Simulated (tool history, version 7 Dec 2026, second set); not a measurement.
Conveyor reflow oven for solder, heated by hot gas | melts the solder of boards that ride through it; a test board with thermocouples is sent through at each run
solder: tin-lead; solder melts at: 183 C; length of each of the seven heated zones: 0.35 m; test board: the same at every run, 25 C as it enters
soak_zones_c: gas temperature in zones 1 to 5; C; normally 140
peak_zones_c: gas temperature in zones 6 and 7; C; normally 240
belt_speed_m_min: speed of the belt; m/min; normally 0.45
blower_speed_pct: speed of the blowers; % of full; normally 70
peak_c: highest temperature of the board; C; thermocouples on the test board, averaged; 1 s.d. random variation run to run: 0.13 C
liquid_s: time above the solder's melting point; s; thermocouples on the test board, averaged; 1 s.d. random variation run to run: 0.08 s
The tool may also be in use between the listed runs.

Run 1, day 0: usual settings. Result: peak_c 224.9 C, liquid_s 78.07 s.
Run 2, day 0.212: usual settings. Result: peak_c 224.9 C, liquid_s 78.02 s.
Run 3, day 0.521: usual settings but peak_zones_c 245 C. Result: peak_c 229.4 C, liquid_s 81.24 s.
Run 4, day 0.775: usual settings but soak_zones_c 134 C. Result: peak_c 223.9 C, liquid_s 74.82 s.
Run 5, day 1.029: usual settings but soak_zones_c 147 C. Result: peak_c 226.1 C, liquid_s 81.9 s.
Run 6, day 1.396: usual settings but blower_speed_pct 57 % of full. Result: peak_c 222.3 C, liquid_s 75.63 s.
Run 7, day 1.738: usual settings but belt_speed_m_min 0.404 m/min, blower_speed_pct 57 % of full. Result: peak_c 225.8 C, liquid_s 87.72 s.
Run 8, day 2.217: usual settings but belt_speed_m_min 0.404 m/min, blower_speed_pct 57 % of full. Result: peak_c 225.7 C, liquid_s 87.84 s.
Run 9, day 2.617: usual settings but belt_speed_m_min 0.404 m/min, blower_speed_pct 57 % of full. Result: peak_c 225.6 C, liquid_s 87.83 s.
Run 10, day 2.846: usual settings but belt_speed_m_min 0.404 m/min, blower_speed_pct 57 % of full. Result: peak_c 225.6 C, liquid_s 87.63 s.
At day 3.054: belt drive overhauled, speed set with a stopwatch.
Run 11, day 3.362: usual settings. Result: peak_c 224.9 C, liquid_s 77.88 s.
Run 12, day 3.788: usual settings. Result: peak_c 225 C, liquid_s 77.94 s.
Run 13, day 4.058: usual settings. Result: peak_c 225.1 C, liquid_s 77.72 s.
Run 14, day 4.467: usual settings but blower_speed_pct 52 % of full. Result: peak_c 221 C, liquid_s 74.23 s.
Run 15, day 4.842: usual settings but soak_zones_c 147 C, peak_zones_c 231 C, belt_speed_m_min 0.4 m/min, blower_speed_pct 52 % of full. Result: peak_c 217.6 C, liquid_s 85.05 s.
Run 16, day 5.225: usual settings but soak_zones_c 147 C, peak_zones_c 231 C, belt_speed_m_min 0.4 m/min, blower_speed_pct 52 % of full. Result: peak_c 217.6 C, liquid_s 85.01 s.
Run 17, day 5.496: usual settings but soak_zones_c 154 C, peak_zones_c 234 C, belt_speed_m_min 0.462 m/min, blower_speed_pct 50 % of full. Result: peak_c 217.3 C, liquid_s 75.6 s.
At day 5.896: belt drive overhauled, speed set with a stopwatch, once more.
Run 18, day 6.046: usual settings but soak_zones_c 151 C, belt_speed_m_min 0.492 m/min, blower_speed_pct 50 % of full. Result: peak_c 219.8 C, liquid_s 71.11 s.
Run 19, day 6.5: usual settings but peak_zones_c 251 C. Result: peak_c 234.5 C, liquid_s 84.83 s.
Run 20, day 6.954: usual settings but soak_zones_c 128 C, belt_speed_m_min 0.381 m/min. Result: peak_c 227.7 C, liquid_s 90.33 s.
Run 21, day 7.321: usual settings but soak_zones_c 128 C, belt_speed_m_min 0.381 m/min. Result: peak_c 228 C, liquid_s 90.52 s.
Run 22, day 7.658: usual settings but soak_zones_c 154 C, peak_zones_c 243 C, belt_speed_m_min 0.537 m/min, blower_speed_pct 74 % of full. Result: peak_c 224.7 C, liquid_s 70.46 s.
Run 23, day 8.104: usual settings but soak_zones_c 146 C, blower_speed_pct 80 % of full. Result: peak_c 226.7 C, liquid_s 82.38 s.
Run 24, day 8.542: usual settings but soak_zones_c 146 C, blower_speed_pct 80 % of full. Result: peak_c 227 C, liquid_s 82.26 s.
Run 25, day 9.021: usual settings but soak_zones_c 146 C, blower_speed_pct 80 % of full. Result: peak_c 226.9 C, liquid_s 82.25 s.
Run 26, day 9.425: usual settings but soak_zones_c 146 C, blower_speed_pct 80 % of full. Result: peak_c 227 C, liquid_s 82.3 s.
At day 9.821: flux residue cleaned out of gas plates and filters.
Run 27, day 10.029: usual settings but soak_zones_c 148 C, peak_zones_c 241 C. Result: peak_c 228.5 C, liquid_s 84.2 s.
Run 28, day 10.267: usual settings but peak_zones_c 238 C. Result: peak_c 224.7 C, liquid_s 77.96 s.

Some steps in peak_c between neighbouring runs. How much of each would the tool show without its hidden state too (settings, what came in, random variation), and how much is left for the hidden state, with any gauge scatter that isn't in both results?
Hidden conditions of the tool in this case: heat that the gas passes to the board, % of a clean oven's; belt's true speed, % of the reading; true gas temperature in zones 6 and 7 over the reading, C; drift of the gauge itself on peak_c, C; drift of the gauge itself on liquid_s, %.
Run 10 -> 11: belt_speed_m_min 0.404 -> 0.45, blower_speed_pct 57 -> 70, belt drive overhauled, speed set with a stopwatch. peak_c -0.7 C: hidden state -0.4, all else -0.3.
Run 18 -> 19: soak_zones_c 151 -> 140, peak_zones_c 240 -> 251, belt_speed_m_min 0.492 -> 0.45, blower_speed_pct 50 -> 70. peak_c +14.7 C: hidden state -0.4, all else +15.1.
Run 19 -> 20: soak_zones_c 140 -> 128, peak_zones_c 251 -> 240, belt_speed_m_min 0.45 -> 0.381. peak_c -6.8 C: hidden state +0.2, all else -7.
Run 26 -> 27: soak_zones_c 146 -> 148, peak_zones_c 240 -> 241, blower_speed_pct 80 -> 70, flux residue cleaned out of gas plates and filters. peak_c +1.5 C: hidden state +1.8, all else -0.3.
